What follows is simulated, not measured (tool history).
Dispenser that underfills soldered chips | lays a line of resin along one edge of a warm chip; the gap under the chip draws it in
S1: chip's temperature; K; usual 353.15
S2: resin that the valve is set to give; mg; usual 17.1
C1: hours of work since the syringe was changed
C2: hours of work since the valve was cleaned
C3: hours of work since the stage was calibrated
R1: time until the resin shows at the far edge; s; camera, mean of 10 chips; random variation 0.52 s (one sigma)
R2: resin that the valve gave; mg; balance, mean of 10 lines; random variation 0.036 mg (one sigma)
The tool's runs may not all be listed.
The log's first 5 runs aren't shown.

run    day      S1    S2  C1  C2   C3     R1     R2
  6  1.275  347.15  17.1   5  17  208   87.0  16.92
     1.600  -- new syringe of resin
  7  1.608  347.15  17.1   0  23  213   51.5  16.90
  8  1.871  347.15  17.1   5  28  218   80.8  16.81
  9  2.075  347.15  17.1   9  31  222  112.9  16.82
     2.217  -- new syringe of resin
 10  2.375  347.15  17.1   3  37  227   68.0  16.72
 11  2.662  353.15  16.5   8  42  232   88.2  16.19
     2.854  -- new syringe of resin
 12  2.879  353.15  17.1   0  45  236   45.5  16.69
 13  3.038  353.15  17.1   3  48  238   57.0  16.65
 14  3.250  353.15  17.1   7  52  242   82.4  16.67
     3.483  -- new syringe of resin
 15  3.517  353.15  17.1   1  56  247   45.5  16.55
 16  3.792  353.15  17.1   5  61  252   72.3  16.57
     3.958  -- dispensing valve cleaned and set on the balance
 17  4.038  362.15  17.6   9   1  255   74.7  17.57
     4.150  -- new syringe of resin
 18  4.388  362.15  17.6   4   7  261   48.2  17.54
 19  4.712  339.15  17.5  10  13  267  170.0  17.36
     4.775  -- new syringe of resin
 20  4.904  365.15  20.6   2  16  270   36.4  20.45

Forecast run 21:
 21  5.208  365.15  20.6   8  22  276   ?   ?

Run 21 gave R1 60.2 s, R2 20.43 mg.
Without the tool's hidden state the same run would have given R1 29.4 s, R2 20.63 mg.
